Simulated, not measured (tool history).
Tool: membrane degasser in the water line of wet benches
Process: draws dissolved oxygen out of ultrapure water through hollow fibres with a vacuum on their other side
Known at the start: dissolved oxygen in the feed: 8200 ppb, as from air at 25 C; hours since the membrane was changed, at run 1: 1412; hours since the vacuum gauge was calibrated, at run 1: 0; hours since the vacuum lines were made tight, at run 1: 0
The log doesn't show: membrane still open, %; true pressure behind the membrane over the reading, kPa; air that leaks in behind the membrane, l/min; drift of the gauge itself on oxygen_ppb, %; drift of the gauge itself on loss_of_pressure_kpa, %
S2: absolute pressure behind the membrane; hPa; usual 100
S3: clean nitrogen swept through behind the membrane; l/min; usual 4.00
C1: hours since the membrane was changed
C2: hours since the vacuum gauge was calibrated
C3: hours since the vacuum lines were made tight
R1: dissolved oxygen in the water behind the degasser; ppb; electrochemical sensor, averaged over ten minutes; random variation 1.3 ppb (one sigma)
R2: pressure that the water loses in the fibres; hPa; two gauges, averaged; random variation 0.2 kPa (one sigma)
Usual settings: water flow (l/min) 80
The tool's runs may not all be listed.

{"run": 1, "day": 0.0, "water flow (l/min)": 80, "S2": 100, "S3": 4.0, "C1": 1412, "C2": 0, "C3": 0, "R1": 295.4, "R2": 458.1}
{"run": 2, "day": 3.942, "water flow (l/min)": 80, "S2": 100, "S3": 4.0, "C1": 1507, "C2": 95, "C3": 95, "R1": 297.0, "R2": 457.2}
{"run": 3, "day": 9.008, "water flow (l/min)": 80, "S2": 100, "S3": 4.0, "C1": 1628, "C2": 216, "C3": 216, "R1": 298.3, "R2": 461.5}
{"run": 4, "day": 14.671, "water flow (l/min)": 80, "S2": 100, "S3": 4.0, "C1": 1764, "C2": 352, "C3": 352, "R1": 298.3, "R2": 461.9}
{"run": 5, "day": 18.5, "water flow (l/min)": 80, "S2": 100, "S3": 4.0, "C1": 1856, "C2": 444, "C3": 444, "R1": 295.9, "R2": 458.7}
{"run": 6, "day": 25.938, "water flow (l/min)": 80, "S2": 100, "S3": 4.0, "C1": 2034, "C2": 623, "C3": 623, "R1": 299.1, "R2": 460.0}
{"run": 7, "day": 33.208, "water flow (l/min)": 80, "S2": 100, "S3": 4.0, "C1": 2209, "C2": 797, "C3": 797, "R1": 298.4, "R2": 461.1}
{"run": 8, "day": 37.2, "water flow (l/min)": 80, "S2": 100, "S3": 4.0, "C1": 2305, "C2": 893, "C3": 893, "R1": 300.8, "R2": 464.1}
{"run": 9, "day": 41.35, "water flow (l/min)": 124, "S2": 100, "S3": 4.0, "C1": 2404, "C2": 992, "C3": 992, "R1": 436.8, "R2": 715.1}
{"run": 10, "day": 49.138, "water flow (l/min)": 124, "S2": 164, "S3": 8.18, "C1": 2591, "C2": 1179, "C3": 1179, "R1": 448.3, "R2": 713.7}
{"run": 11, "day": 52.688, "water flow (l/min)": 49, "S2": 221, "S3": 4.0, "C1": 2676, "C2": 1265, "C3": 1265, "R1": 517.1, "R2": 281.0}
{"run": 12, "day": 58.812, "water flow (l/min)": 49, "S2": 80, "S3": 9.04, "C1": 2823, "C2": 1411, "C3": 1411, "R1": 64.5, "R2": 283.4}
{"run": 13, "day": 66.5, "water flow (l/min)": 119, "S2": 68, "S3": 4.0, "C1": 3008, "C2": 1596, "C3": 1596, "R1": 237.8, "R2": 692.8}

Forecast each of these 3 alternatives for the next run:
{"run": "A", "day": 72.15, "water flow (l/min)": 119, "S2": 121, "S3": 8.92, "C1": 3144, "C2": 1732, "C3": 1732, "R1": "?", "R2": "?"}
{"run": "B", "day": 72.15, "water flow (l/min)": 119, "S2": 200, "S3": 2.68, "C1": 3144, "C2": 1732, "C3": 1732, "R1": "?", "R2": "?"}
{"run": "C", "day": 72.15, "water flow (l/min)": 81, "S2": 100, "S3": 4.0, "C1": 3144, "C2": 1732, "C3": 1732, "R1": "?", "R2": "?"}

run=A R1=278.3 R2=689.1
run=B R1=1297.4 R2=687.1
run=C R1=305.9 R2=466.5
Without the tool's hidden state the same runs would have given:
run=A R1=273.3 R2=675.0
run=B R1=1287.8 R2=673.0
run=C R1=299.7 R2=456.8

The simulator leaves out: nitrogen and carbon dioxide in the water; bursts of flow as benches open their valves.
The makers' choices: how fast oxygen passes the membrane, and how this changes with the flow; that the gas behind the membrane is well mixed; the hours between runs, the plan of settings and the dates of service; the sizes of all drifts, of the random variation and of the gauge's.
